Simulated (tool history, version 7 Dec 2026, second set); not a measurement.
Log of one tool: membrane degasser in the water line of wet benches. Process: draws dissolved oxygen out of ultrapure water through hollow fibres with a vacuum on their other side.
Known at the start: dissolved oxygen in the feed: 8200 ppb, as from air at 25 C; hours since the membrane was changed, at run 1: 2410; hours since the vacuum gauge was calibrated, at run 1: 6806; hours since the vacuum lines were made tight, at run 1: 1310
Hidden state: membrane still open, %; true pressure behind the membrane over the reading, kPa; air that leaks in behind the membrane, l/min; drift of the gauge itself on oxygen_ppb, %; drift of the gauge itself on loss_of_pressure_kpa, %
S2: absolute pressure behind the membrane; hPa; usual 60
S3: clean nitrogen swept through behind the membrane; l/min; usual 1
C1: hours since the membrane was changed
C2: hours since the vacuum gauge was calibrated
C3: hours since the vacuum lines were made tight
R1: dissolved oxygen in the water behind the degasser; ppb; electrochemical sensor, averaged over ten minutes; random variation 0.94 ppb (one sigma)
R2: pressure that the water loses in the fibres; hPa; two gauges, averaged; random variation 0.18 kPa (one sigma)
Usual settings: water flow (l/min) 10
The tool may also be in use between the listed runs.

run 1 day=0 | water_flow_(l/min)=10 S2=60 S3=1 | C1=2410 C2=6806 C3=1310 | R1=89.9 R2=340.3
run 2 day=5.583 | water_flow_(l/min)=6 S2=60 S3=1 | C1=2544 C2=6940 C3=1444 | R1=41.5 R2=205.8
run 3 day=11.579 | water_flow_(l/min)=6 S2=60 S3=1 | C1=2688 C2=7084 C3=1588 | R1=42.3 R2=205
run 4 day=21.25 | water_flow_(l/min)=6 S2=60 S3=1 | C1=2920 C2=7316 C3=1820 | R1=42.2 R2=205.6
run 5 day=26.9 | water_flow_(l/min)=6 S2=60 S3=1 | C1=3056 C2=7452 C3=1955 | R1=40.9 R2=202.1
run 6 day=37.779 | water_flow_(l/min)=10 S2=60 S3=0.56 | C1=3317 C2=7713 C3=2216 | R1=135.8 R2=340
run 7 day=48.383 | water_flow_(l/min)=10 S2=70.6 S3=1 | C1=3571 C2=7967 C3=2471 | R1=113.9 R2=337.3
-- day=51.617 vacuum gauge calibrated
run 8 day=55.083 | water_flow_(l/min)=10 S2=70.6 S3=1 | C1=3732 C2=83 C3=2631 | R1=115.5 R2=336.4
run 9 day=66.25 | water_flow_(l/min)=10 S2=70.6 S3=1 | C1=4000 C2=351 C3=2899 | R1=114.4 R2=338.9
run 10 day=70.946 | water_flow_(l/min)=10 S2=60 S3=1 | C1=4112 C2=464 C3=3012 | R1=88.2 R2=339.4
run 11 day=78.242 | water_flow_(l/min)=10 S2=60 S3=1 | C1=4287 C2=639 C3=3187 | R1=88.5 R2=336.3
run 12 day=88.212 | water_flow_(l/min)=10 S2=147.8 S3=1 | C1=4527 C2=878 C3=3426 | R1=292.1 R2=339.6
run 13 day=99.012 | water_flow_(l/min)=10 S2=53.3 S3=1 | C1=4786 C2=1137 C3=3686 | R1=72.1 R2=334.8
run 14 day=105.104 | water_flow_(l/min)=10 S2=60.1 S3=1 | C1=4932 C2=1284 C3=3832 | R1=90.3 R2=333.6
run 15 day=112.975 | water_flow_(l/min)=10 S2=60.1 S3=1 | C1=5121 C2=1473 C3=4021 | R1=87.9 R2=331.8
run 16 day=122.621 | water_flow_(l/min)=10 S2=60.1 S3=1 | C1=5353 C2=1704 C3=4252 | R1=89.6 R2=338.1
run 17 day=133.592 | water_flow_(l/min)=10 S2=60.1 S3=1 | C1=5616 C2=1967 C3=4515 | R1=88.7 R2=333.3
run 18 day=138.55 | water_flow_(l/min)=10 S2=60 S3=0.4 | C1=5735 C2=2086 C3=4634 | R1=171.7 R2=331.4
run 19 day=148.196 | water_flow_(l/min)=10 S2=48.8 S3=0.51 | C1=5966 C2=2318 C3=4866 | R1=96.4 R2=331.1
run 20 day=159.567 | water_flow_(l/min)=10 S2=114.8 S3=1 | C1=6239 C2=2591 C3=5139 | R1=212 R2=330.7
run 21 day=169.225 | water_flow_(l/min)=14 S2=60.4 S3=1.9 | C1=6471 C2=2823 C3=5371 | R1=155.7 R2=465.1
run 22 day=176.121 | water_flow_(l/min)=15 S2=41.7 S3=1.57 | C1=6637 C2=2988 C3=5536 | R1=162.4 R2=495.5
run 23 day=184.279 | water_flow_(l/min)=11 S2=84.3 S3=0.42 | C1=6832 C2=3184 C3=5732 | R1=317.1 R2=361.1
-- day=188.854 gauge calibrated
run 24 day=194.438 | water_flow_(l/min)=7 S2=84.3 S3=1.75 | C1=7076 C2=3428 C3=5976 | R1=53.7 R2=237.9
run 25 day=200.525 | water_flow_(l/min)=9 S2=72.1 S3=0.94 | C1=7222 C2=3574 C3=6122 | R1=104.8 R2=305.4
run 26 day=208.325 | water_flow_(l/min)=9 S2=114.6 S3=0.4 | C1=7409 C2=3761 C3=6309 | R1=406.6 R2=305.9
run 27 day=214.008 | water_flow_(l/min)=14 S2=114.6 S3=2.73 | C1=7546 C2=3897 C3=6445 | R1=205.4 R2=475
run 28 day=225.008 | water_flow_(l/min)=11 S2=60 S3=0.44 | C1=7810 C2=4161 C3=6709 | R1=188.5 R2=372.7
run 29 day=233.225 | water_flow_(l/min)=11 S2=96.6 S3=0.44 | C1=8007 C2=4359 C3=6907 | R1=376.2 R2=371.5
-- day=239.317 seals of the vacuum lines changed
run 30 day=244.433 | water_flow_(l/min)=11 S2=96.6 S3=0.44 | C1=8274 C2=4626 C3=123 | R1=370.6 R2=370.8
run 31 day=249.412 | water_flow_(l/min)=11 S2=96.6 S3=2.2 | C1=8394 C2=4745 C3=242 | R1=116.2 R2=371.1
run 32 day=256.362 | water_flow_(l/min)=14 S2=60 S3=0.81 | C1=8560 C2=4912 C3=409 | R1=213.7 R2=469.4

The same runs without the tool's hidden state, with the same run-to-run variation:
run=1 R2=340.2
run=2 R2=205.9
run=3 R2=205.3
run=4 R2=206.2
run=5 R2=203
run=6 R2=342
run=7 R2=339.8
run=8 R2=339.3
run=9 R2=342.4
run=10 R2=343.1
run=11 R2=340.4
run=12 R2=344.3
run=13 R2=340
run=14 R2=339.2
run=15 R2=337.7
run=16 R2=344.5
run=17 R2=340.4
run=18 R2=338.7
run=19 R2=339
run=20 R2=339.1
run=21 R2=477.6
run=22 R2=509.5
run=23 R2=371.8
run=24 R2=238
run=25 R2=305.8
run=26 R2=306.7
run=27 R2=476.7
run=28 R2=374.7
run=29 R2=374
run=30 R2=373.9
run=31 R2=374.5
run=32 R2=474.2
R1: within 0.3 ppb of the measured result in every run.
